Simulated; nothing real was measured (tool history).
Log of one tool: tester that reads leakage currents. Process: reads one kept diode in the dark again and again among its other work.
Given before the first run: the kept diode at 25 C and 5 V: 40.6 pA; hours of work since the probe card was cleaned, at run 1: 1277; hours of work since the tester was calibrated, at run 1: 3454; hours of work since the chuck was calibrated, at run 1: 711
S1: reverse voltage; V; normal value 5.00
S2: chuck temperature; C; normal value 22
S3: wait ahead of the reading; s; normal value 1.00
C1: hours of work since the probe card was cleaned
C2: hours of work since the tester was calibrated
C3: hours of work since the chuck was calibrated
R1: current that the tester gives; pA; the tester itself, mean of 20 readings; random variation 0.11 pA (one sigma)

{"run": 1, "hour": 0.0, "S1": 5.0, "S2": 22, "S3": 1.0, "C1": 1277, "C2": 3454, "C3": 711, "R1": 32.82}
{"run": 2, "hour": 102.0, "S1": 5.0, "S2": 22, "S3": 1.0, "C1": 1358, "C2": 3535, "C3": 792, "R1": 32.72}
{"run": 3, "hour": 200.4, "S1": 5.0, "S2": 59, "S3": 1.0, "C1": 1436, "C2": 3613, "C3": 870, "R1": 500.38}
{"hour": 236.0, "done": "probe card cleaned and baked"}
{"run": 4, "hour": 289.8, "S1": 10.04, "S2": 22, "S3": 1.0, "C1": 43, "C2": 3682, "C3": 938, "R1": 50.1}
{"hour": 367.4, "done": "chuck's temperature calibrated"}
{"run": 5, "hour": 415.9, "S1": 1.52, "S2": 22, "S3": 1.0, "C1": 141, "C2": 3781, "C3": 39, "R1": 16.11}
{"run": 6, "hour": 539.9, "S1": 5.0, "S2": 22, "S3": 0.4, "C1": 240, "C2": 3879, "C3": 137, "R1": 34.28}
{"hour": 680.5, "done": "tester calibrated"}
{"run": 7, "hour": 717.4, "S1": 5.0, "S2": 22, "S3": 0.4, "C1": 379, "C2": 29, "C3": 276, "R1": 34.42}
{"run": 8, "hour": 867.7, "S1": 5.0, "S2": 22, "S3": 3.13, "C1": 499, "C2": 149, "C3": 396, "R1": 32.08}
{"run": 9, "hour": 1028.0, "S1": 5.0, "S2": 22, "S3": 0.69, "C1": 626, "C2": 276, "C3": 523, "R1": 33.47}
{"run": 10, "hour": 1178.9, "S1": 6.7, "S2": 22, "S3": 0.69, "C1": 746, "C2": 396, "C3": 643, "R1": 39.84}
{"run": 11, "hour": 1297.5, "S1": 6.7, "S2": 22, "S3": 0.69, "C1": 840, "C2": 490, "C3": 737, "R1": 39.64}
{"run": 12, "hour": 1399.1, "S1": 6.7, "S2": 22, "S3": 0.69, "C1": 921, "C2": 571, "C3": 818, "R1": 39.89}
{"run": 13, "hour": 1569.3, "S1": 6.7, "S2": 22, "S3": 0.69, "C1": 1056, "C2": 706, "C3": 953, "R1": 39.9}
{"hour": 1639.4, "done": "chuck's temperature calibrated"}
{"run": 14, "hour": 1643.9, "S1": 6.7, "S2": 22, "S3": 0.69, "C1": 1114, "C2": 764, "C3": 4, "R1": 39.68}
{"run": 15, "hour": 1730.1, "S1": 6.7, "S2": 22, "S3": 0.69, "C1": 1182, "C2": 832, "C3": 72, "R1": 39.89}
{"run": 16, "hour": 1888.4, "S1": 5.0, "S2": 36, "S3": 1.0, "C1": 1308, "C2": 958, "C3": 198, "R1": 98.64}
{"run": 17, "hour": 1983.2, "S1": 5.0, "S2": 36, "S3": 1.0, "C1": 1383, "C2": 1033, "C3": 273, "R1": 98.68}
{"hour": 2087.6, "done": "probe card cleaned and baked"}
{"run": 18, "hour": 2124.6, "S1": 5.0, "S2": 36, "S3": 1.0, "C1": 29, "C2": 1143, "C3": 383, "R1": 98.62}
{"run": 19, "hour": 2220.2, "S1": 5.0, "S2": 44, "S3": 1.0, "C1": 105, "C2": 1219, "C3": 459, "R1": 177.24}
{"run": 20, "hour": 2296.6, "S1": 4.01, "S2": 43, "S3": 8.53, "C1": 166, "C2": 1280, "C3": 520, "R1": 144.89}
{"run": 21, "hour": 2426.9, "S1": 4.01, "S2": 53, "S3": 5.2, "C1": 270, "C2": 1383, "C3": 623, "R1": 293.7}
{"run": 22, "hour": 2524.8, "S1": 16.95, "S2": 22, "S3": 1.0, "C1": 347, "C2": 1461, "C3": 701, "R1": 69.16}
{"run": 23, "hour": 2639.6, "S1": 5.0, "S2": 47, "S3": 5.98, "C1": 438, "C2": 1552, "C3": 792, "R1": 219.19}
{"run": 24, "hour": 2803.7, "S1": 3.57, "S2": 30, "S3": 0.32, "C1": 569, "C2": 1683, "C3": 922, "R1": 52.39}
{"hour": 2899.8, "done": "chuck's temperature calibrated"}
{"run": 25, "hour": 2899.8, "S1": 9.74, "S2": 30, "S3": 0.32, "C1": 644, "C2": 1757, "C3": 0, "R1": 96.72}
{"run": 26, "hour": 3045.9, "S1": 9.74, "S2": 30, "S3": 0.32, "C1": 760, "C2": 1873, "C3": 116, "R1": 96.76}
{"run": 27, "hour": 3137.1, "S1": 5.0, "S2": 22, "S3": 4.35, "C1": 832, "C2": 1946, "C3": 188, "R1": 31.96}
{"run": 28, "hour": 3279.9, "S1": 2.05, "S2": 22, "S3": 2.32, "C1": 946, "C2": 2059, "C3": 302, "R1": 19.14}
{"run": 29, "hour": 3368.5, "S1": 5.0, "S2": 22, "S3": 1.6, "C1": 1016, "C2": 2130, "C3": 372, "R1": 32.4}
{"run": 30, "hour": 3498.3, "S1": 2.13, "S2": 49, "S3": 4.2, "C1": 1119, "C2": 2233, "C3": 475, "R1": 152.63}
{"run": 31, "hour": 3627.5, "S1": 13.14, "S2": 21, "S3": 0.63, "C1": 1222, "C2": 2335, "C3": 578, "R1": 55.89}
{"run": 32, "hour": 3783.5, "S1": 1.52, "S2": 23, "S3": 0.63, "C1": 1346, "C2": 2459, "C3": 702, "R1": 17.61}
{"hour": 3936.0, "done": "probe card cleaned and baked"}
{"run": 33, "hour": 3948.4, "S1": 1.52, "S2": 23, "S3": 0.63, "C1": 10, "C2": 2588, "C3": 831, "R1": 17.54}
{"run": 34, "hour": 4023.3, "S1": 10.16, "S2": 31, "S3": 3.32, "C1": 69, "C2": 2647, "C3": 890, "R1": 100.61}
{"run": 35, "hour": 4096.4, "S1": 10.16, "S2": 31, "S3": 3.32, "C1": 127, "C2": 2705, "C3": 948, "R1": 100.78}
{"hour": 4160.8, "done": "chuck's temperature calibrated"}
{"run": 36, "hour": 4190.4, "S1": 6.18, "S2": 35, "S3": 7.39, "C1": 201, "C2": 2778, "C3": 24, "R1": 102.11}
{"run": 37, "hour": 4268.9, "S1": 6.18, "S2": 35, "S3": 7.39, "C1": 263, "C2": 2841, "C3": 86, "R1": 102.16}
{"run": 38, "hour": 4437.6, "S1": 5.0, "S2": 59, "S3": 0.95, "C1": 397, "C2": 2975, "C3": 220, "R1": 502.0}

Hidden state at the last listed run before each entry between runs and at the first one after, where it differs:
From run 3 to run 4: probe card cleaned and baked (hour 236.0)
  stray current of the dirty probe card, pA a volt: 0.025 -> 0.02
From run 4 to run 5: chuck's temperature calibrated (hour 367.4)
  no hidden state differs between the two runs
From run 6 to run 7: tester calibrated (hour 680.5)
  no hidden state differs between the two runs
From run 13 to run 14: chuck's temperature calibrated (hour 1639.4)
  no hidden state differs between the two runs
From run 17 to run 18: probe card cleaned and baked (hour 2087.6)
  stray current of the dirty probe card, pA a volt: 0.025 -> 0.02
From run 24 to run 25: chuck's temperature calibrated (hour 2899.8)
  no hidden state differs between the two runs
From run 32 to run 33: probe card cleaned and baked (hour 3936.0)
  stray current of the dirty probe card, pA a volt: 0.025 -> 0.02
From run 35 to run 36: chuck's temperature calibrated (hour 4160.8)
  stray current of the dirty probe card, pA a volt: 0.02 -> 0.021

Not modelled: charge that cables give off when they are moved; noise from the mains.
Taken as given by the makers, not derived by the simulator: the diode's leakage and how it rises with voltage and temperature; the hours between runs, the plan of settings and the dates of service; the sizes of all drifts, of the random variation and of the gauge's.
